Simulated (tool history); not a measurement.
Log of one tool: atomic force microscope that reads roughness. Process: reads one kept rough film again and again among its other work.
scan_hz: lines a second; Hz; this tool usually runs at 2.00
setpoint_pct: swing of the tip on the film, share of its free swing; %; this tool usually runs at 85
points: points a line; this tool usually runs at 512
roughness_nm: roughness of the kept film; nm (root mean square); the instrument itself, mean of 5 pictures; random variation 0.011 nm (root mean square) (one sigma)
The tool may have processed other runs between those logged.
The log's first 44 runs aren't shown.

run	hour	scan_hz	setpoint_pct	points	pictures with this tip	hours of work since the height scale was calibrated	roughness_nm
45	388.2	2.79	85	661	286	316	2.286
46	394.5	2.79	85	661	299	320	2.294
47	400.6	2.79	85	661	311	324	2.292
48	410.2	2.00	85	868	330	331	2.422
49	415.8	2.00	85	868	341	335	2.435
# hour 424.1: new tip fitted
50	426.7	2.00	84	853	5	341	2.444
51	436.8	2.00	84	853	25	348	2.476
52	450.0	2.00	84	853	52	357	2.455
53	458.8	2.00	66	653	69	363	2.701

Below are 4 alternative next runs, each starting from the tool's condition after run 53. Predict each:
A	464.8	2.00	61	512	81	367	?
B	464.8	0.51	79	653	81	367	?
C	464.8	2.00	57	796	81	367	?
D	464.8	2.00	78	512	81	367	?

run	roughness_nm
A	2.754
B	2.788
C	2.783
D	2.549
Take away the tool's hidden state, keep each run's random variation, and the runs would have read:
run	roughness_nm
A	2.755
B	2.790
C	2.785
D	2.550
